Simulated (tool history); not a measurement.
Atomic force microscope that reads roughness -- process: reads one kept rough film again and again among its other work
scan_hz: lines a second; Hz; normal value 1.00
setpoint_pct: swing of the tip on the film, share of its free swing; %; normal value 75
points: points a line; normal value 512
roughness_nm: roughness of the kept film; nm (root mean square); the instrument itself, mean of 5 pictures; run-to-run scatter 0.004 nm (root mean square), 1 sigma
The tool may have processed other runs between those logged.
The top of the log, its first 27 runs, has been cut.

run 28 hour=254.8 | scan_hz=0.53 setpoint_pct=63 points=652 | roughness_nm=1.131
run 29 hour=261.6 | scan_hz=2.60 setpoint_pct=76 points=800 | roughness_nm=1.011
run 30 hour=269.0 | scan_hz=1.00 setpoint_pct=75 points=379 | roughness_nm=1.084
run 31 hour=281.3 | scan_hz=1.00 setpoint_pct=75 points=379 | roughness_nm=1.082
run 32 hour=291.0 | scan_hz=1.00 setpoint_pct=75 points=379 | roughness_nm=1.076
-- hour=292.9 height scale calibrated on a step standard
run 33 hour=300.5 | scan_hz=0.56 setpoint_pct=75 points=563 | roughness_nm=1.103
run 34 hour=307.4 | scan_hz=0.54 setpoint_pct=88 points=611 | roughness_nm=1.078
run 35 hour=318.6 | scan_hz=0.60 setpoint_pct=59 points=646 | roughness_nm=1.113
-- hour=327.3 height scale calibrated on a step standard, once more
run 36 hour=331.6 | scan_hz=2.28 setpoint_pct=75 points=990 | roughness_nm=1.010
run 37 hour=341.2 | scan_hz=1.00 setpoint_pct=64 points=524 | roughness_nm=1.086
run 38 hour=347.2 | scan_hz=1.00 setpoint_pct=64 points=524 | roughness_nm=1.090
run 39 hour=357.1 | scan_hz=1.00 setpoint_pct=64 points=524 | roughness_nm=1.081
run 40 hour=366.9 | scan_hz=1.00 setpoint_pct=64 points=524 | roughness_nm=1.084
run 41 hour=379.7 | scan_hz=1.00 setpoint_pct=75 points=516 | roughness_nm=1.065
run 42 hour=389.1 | scan_hz=1.00 setpoint_pct=62 points=257 | roughness_nm=1.066
run 43 hour=401.2 | scan_hz=1.41 setpoint_pct=63 points=487 | roughness_nm=1.066
run 44 hour=408.2 | scan_hz=0.52 setpoint_pct=75 points=546 | roughness_nm=1.077
run 45 hour=420.1 | scan_hz=0.52 setpoint_pct=75 points=546 | roughness_nm=1.082
run 46 hour=430.2 | scan_hz=0.52 setpoint_pct=71 points=1012 | roughness_nm=1.083
run 47 hour=443.2 | scan_hz=1.81 setpoint_pct=75 points=840 | roughness_nm=1.017
run 48 hour=452.1 | scan_hz=1.81 setpoint_pct=85 points=840 | roughness_nm=0.964

Each row is a separate what-if for the run after 48, all from the same tool condition, not one after another. Results?
run A hour=459.5 | scan_hz=1.00 setpoint_pct=60 points=514 | roughness_nm=?
run B hour=459.5 | scan_hz=1.23 setpoint_pct=75 points=512 | roughness_nm=?
run C hour=459.5 | scan_hz=1.26 setpoint_pct=75 points=512 | roughness_nm=?

run=A roughness_nm=1.070
run=B roughness_nm=1.037
run=C roughness_nm=1.035
What these runs would have given with no unlogged condition in the tool:
run=A roughness_nm=1.140
run=B roughness_nm=1.105
run=C roughness_nm=1.102
